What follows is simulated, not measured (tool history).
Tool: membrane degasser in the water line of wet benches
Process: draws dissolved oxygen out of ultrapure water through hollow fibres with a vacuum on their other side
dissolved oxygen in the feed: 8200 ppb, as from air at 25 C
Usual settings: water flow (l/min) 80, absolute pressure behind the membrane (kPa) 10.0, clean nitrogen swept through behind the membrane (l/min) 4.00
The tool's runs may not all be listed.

run	hour	water flow (l/min)	absolute pressure behind the membrane (kPa)	clean nitrogen swept through behind the membrane (l/min)	dissolved oxygen in the water behind the degasser (ppb)	pressure that the water loses in the fibres (kPa)
1	0.0	80	10.0	4.00	496.2	36.78
2	186.4	80	10.4	4.00	497.0	36.67
3	491.6	80	10.0	4.00	491.2	37.47
4	684.3	80	10.0	4.00	490.4	37.59
5	925.5	80	10.0	3.11	560.4	37.32
6	1141.9	80	10.0	3.11	568.0	37.42
7	1307.3	80	10.0	3.11	563.5	37.60
8	1434.3	80	10.0	4.00	494.6	37.45
9	1581.6	80	10.0	4.00	502.5	37.43
10	1763.0	80	10.0	4.00	513.2	37.61
11	2071.6	80	10.0	4.00	510.8	38.00
12	2282.6	80	10.0	4.00	504.2	37.63
13	2428.5	80	10.0	4.00	513.3	37.81
14	2634.3	80	10.0	4.00	515.3	38.63
15	2795.0	52	10.0	4.00	275.4	24.94
16	2995.9	52	10.0	4.00	271.4	25.04
17	3219.6	84	6.6	11.06	308.1	39.53
18	3457.7	84	6.6	11.06	318.7	40.23
19	3748.9	49	10.3	1.92	458.0	23.51
20	3890.5	50	15.6	8.18	247.2	24.39
# hour 4186.1: vacuum gauge calibrated
21	4186.1	126	10.0	4.00	967.4	60.57
22	4403.7	89	10.0	4.00	601.0	43.35
23	4568.7	80	13.7	2.37	888.3	39.04
# hour 4753.3: seals of the vacuum lines changed
24	4783.7	80	13.7	2.37	871.3	38.80
25	4951.0	52	8.6	5.92	181.9	25.42
26	5159.7	52	8.6	5.92	176.9	25.31
27	5396.8	65	11.0	10.70	246.6	31.53
28	5614.1	60	7.0	10.70	162.8	29.55
29	5923.3	50	10.8	10.70	150.6	24.72
30	6210.7	57	10.8	10.70	194.7	27.95
31	6479.0	57	10.8	10.70	197.9	27.97

5 ways to go on from here, each from the tool as it stands after run 31. What would each give?
A	6744.0	57	20.1	10.70	?	?
B	6744.0	80	10.0	11.02	?	?
C	6744.0	56	10.8	10.70	?	?
D	6744.0	80	18.1	4.00	?	?
E	6744.0	101	14.1	2.99	?	?

run	dissolved oxygen in the water behind the degasser (ppb)	pressure that the water loses in the fibres (kPa)
A	309.8	28.13
B	360.6	39.35
C	193.5	27.53
D	839.6	39.68
E	1082.0	50.38
Without the tool's hidden state the same runs would have given:
run	dissolved oxygen in the water behind the degasser (ppb)	pressure that the water loses in the fibres (kPa)
A	279.2	26.12
B	299.9	36.54
C	162.9	25.56
D	779.2	36.85
E	994.2	46.81
